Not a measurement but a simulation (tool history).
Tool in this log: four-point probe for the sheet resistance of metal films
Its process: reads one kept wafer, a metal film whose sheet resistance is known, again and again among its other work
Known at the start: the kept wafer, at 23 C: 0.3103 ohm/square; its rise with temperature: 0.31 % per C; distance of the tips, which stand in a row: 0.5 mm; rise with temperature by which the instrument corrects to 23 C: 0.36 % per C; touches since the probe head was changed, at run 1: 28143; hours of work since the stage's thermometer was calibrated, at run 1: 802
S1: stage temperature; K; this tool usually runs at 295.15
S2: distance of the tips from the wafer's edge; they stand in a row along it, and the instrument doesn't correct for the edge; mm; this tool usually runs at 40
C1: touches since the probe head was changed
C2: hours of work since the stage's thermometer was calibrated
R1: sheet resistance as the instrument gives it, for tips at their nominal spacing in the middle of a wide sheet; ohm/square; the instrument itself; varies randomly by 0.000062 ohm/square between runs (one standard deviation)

Run 1, hour 0: usual settings; C1 28143; C2 802. Result: R1 0.310009 ohm/square.
Run 2, hour 97.5: usual settings but S1 294.15 K; C1 29344; C2 849. Result: R1 0.310179 ohm/square.
Run 3, hour 179.2: usual settings but S1 294.15 K; C1 30350; C2 887. Result: R1 0.310129 ohm/square.
Run 4, hour 321.7: usual settings but S1 294.15 K; C1 32106; C2 955. Result: R1 0.310052 ohm/square.
Run 5, hour 434.9: usual settings but S1 294.15 K; C1 33501; C2 1009. Result: R1 0.310152 ohm/square.
Run 6, hour 520.4: usual settings; C1 34554; C2 1049. Result: R1 0.309939 ohm/square.
Run 7, hour 657.4: usual settings but S1 298.15 K; C1 36241; C2 1114. Result: R1 0.309462 ohm/square.
Run 8, hour 760.1: usual settings but S1 296.15 K, S2 8 mm; C1 37507; C2 1163. Result: R1 0.310474 ohm/square.
At hour 770.7: stage's thermometer calibrated.
Run 9, hour 850.3: usual settings but S1 300.15 K, S2 63 mm; C1 38612; C2 38. Result: R1 0.30898 ohm/square.
Run 10, hour 978.3: usual settings but S1 299.15 K, S2 8 mm; C1 40189; C2 99. Result: R1 0.309872 ohm/square.
Run 11, hour 1059.3: usual settings but S1 299.15 K, S2 8 mm; C1 41186; C2 137. Result: R1 0.309831 ohm/square.
Run 12, hour 1196.4: usual settings but S1 299.15 K; C1 42876; C2 202. Result: R1 0.30922 ohm/square.
At hour 1274.3: stage's thermometer calibrated, once more.
Run 13, hour 1318.1: usual settings but S1 293.15 K, S2 60 mm; C1 44370; C2 21. Result: R1 0.310553 ohm/square.

Each row is a separate what-if for the run after 13, all from the same tool condition, not one after another. Results?
Run A, hour 1389: usual settings but S1 302.15 K, S2 12 mm; C1 45242; C2 54. Result: R1 ?.
Run B, hour 1389: usual settings but S1 305.15 K, S2 21 mm; C1 45242; C2 54. Result: R1 ?.
Run C, hour 1389: usual settings but S1 296.15 K, S2 21 mm; C1 45242; C2 54. Result: R1 ?.
Run D, hour 1389: usual settings but S1 303.15 K, S2 39 mm; C1 45242; C2 54. Result: R1 ?.

run        R1
  A  0.309571
  B  0.308807
  C   0.31025
  D  0.309065
Stripped of hidden state, with their random variation kept, the same runs would have yielded:
run        R1
  A  0.309744
  B   0.30898
  C  0.310424
  D  0.309238
